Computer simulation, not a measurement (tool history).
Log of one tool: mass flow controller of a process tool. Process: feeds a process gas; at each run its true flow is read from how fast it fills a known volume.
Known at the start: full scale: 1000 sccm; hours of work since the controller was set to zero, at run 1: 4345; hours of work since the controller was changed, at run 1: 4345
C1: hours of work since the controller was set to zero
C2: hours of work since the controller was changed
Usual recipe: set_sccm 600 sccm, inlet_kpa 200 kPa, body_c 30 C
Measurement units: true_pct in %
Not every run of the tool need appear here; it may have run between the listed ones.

{"run": 1, "hour": 0.0, "set_sccm": 600, "inlet_kpa": 200, "body_c": 30, "C1": 4345, "C2": 4345, "true_pct": 97.05}
{"run": 2, "hour": 465.7, "set_sccm": 600, "inlet_kpa": 200, "body_c": 39, "C1": 4574, "C2": 4574, "true_pct": 96.32}
{"run": 3, "hour": 785.8, "set_sccm": 543, "inlet_kpa": 200, "body_c": 30, "C1": 4732, "C2": 4732, "true_pct": 96.6}
{"run": 4, "hour": 1163.8, "set_sccm": 543, "inlet_kpa": 142, "body_c": 30, "C1": 4918, "C2": 4918, "true_pct": 96.55}
{"run": 5, "hour": 1545.0, "set_sccm": 543, "inlet_kpa": 142, "body_c": 30, "C1": 5105, "C2": 5105, "true_pct": 96.67}
{"run": 6, "hour": 1854.5, "set_sccm": 543, "inlet_kpa": 142, "body_c": 39, "C1": 5257, "C2": 5257, "true_pct": 95.78}
{"run": 7, "hour": 2303.7, "set_sccm": 600, "inlet_kpa": 200, "body_c": 36, "C1": 5478, "C2": 5478, "true_pct": 95.91}
{"run": 8, "hour": 2512.0, "set_sccm": 600, "inlet_kpa": 200, "body_c": 30, "C1": 5581, "C2": 5581, "true_pct": 96.31}
{"run": 9, "hour": 2857.3, "set_sccm": 600, "inlet_kpa": 200, "body_c": 30, "C1": 5750, "C2": 5750, "true_pct": 96.16}
{"run": 10, "hour": 3090.8, "set_sccm": 600, "inlet_kpa": 200, "body_c": 30, "C1": 5865, "C2": 5865, "true_pct": 96.16}
{"run": 11, "hour": 3325.0, "set_sccm": 174, "inlet_kpa": 200, "body_c": 36, "C1": 5980, "C2": 5980, "true_pct": 92.8}
{"run": 12, "hour": 3706.7, "set_sccm": 174, "inlet_kpa": 200, "body_c": 36, "C1": 6168, "C2": 6168, "true_pct": 92.67}
{"hour": 3728.5, "done": "controller's zero set anew"}
{"hour": 3904.3, "done": "controller exchanged for a calibrated one"}
{"run": 13, "hour": 3985.6, "set_sccm": 174, "inlet_kpa": 200, "body_c": 36, "C1": 40, "C2": 40, "true_pct": 98.68}
{"run": 14, "hour": 4390.1, "set_sccm": 174, "inlet_kpa": 248, "body_c": 36, "C1": 239, "C2": 239, "true_pct": 98.18}
{"run": 15, "hour": 4812.2, "set_sccm": 600, "inlet_kpa": 241, "body_c": 30, "C1": 446, "C2": 446, "true_pct": 98.97}
{"hour": 4906.9, "done": "controller's zero set anew, once more"}
{"run": 16, "hour": 5151.6, "set_sccm": 600, "inlet_kpa": 241, "body_c": 30, "C1": 120, "C2": 613, "true_pct": 98.85}
{"run": 17, "hour": 5400.6, "set_sccm": 600, "inlet_kpa": 200, "body_c": 34, "C1": 243, "C2": 735, "true_pct": 98.56}
{"run": 18, "hour": 5854.0, "set_sccm": 535, "inlet_kpa": 200, "body_c": 29, "C1": 466, "C2": 958, "true_pct": 98.76}

Each row is a separate what-if for the run after 18, all from the same tool condition, not one after another. Results?
{"run": "A", "hour": 6069.1, "set_sccm": 535, "inlet_kpa": 144, "body_c": 28, "C1": 571, "C2": 1064, "true_pct": "?"}
{"run": "B", "hour": 6069.1, "set_sccm": 351, "inlet_kpa": 184, "body_c": 37, "C1": 571, "C2": 1064, "true_pct": "?"}
{"run": "C", "hour": 6069.1, "set_sccm": 153, "inlet_kpa": 218, "body_c": 33, "C1": 571, "C2": 1064, "true_pct": "?"}

run=A true_pct=99.03
run=B true_pct=98.09
run=C true_pct=97.92
Without the tool's unlogged condition, the same runs would have read:
run=A true_pct=99.79
run=B true_pct=98.90
run=C true_pct=98.93

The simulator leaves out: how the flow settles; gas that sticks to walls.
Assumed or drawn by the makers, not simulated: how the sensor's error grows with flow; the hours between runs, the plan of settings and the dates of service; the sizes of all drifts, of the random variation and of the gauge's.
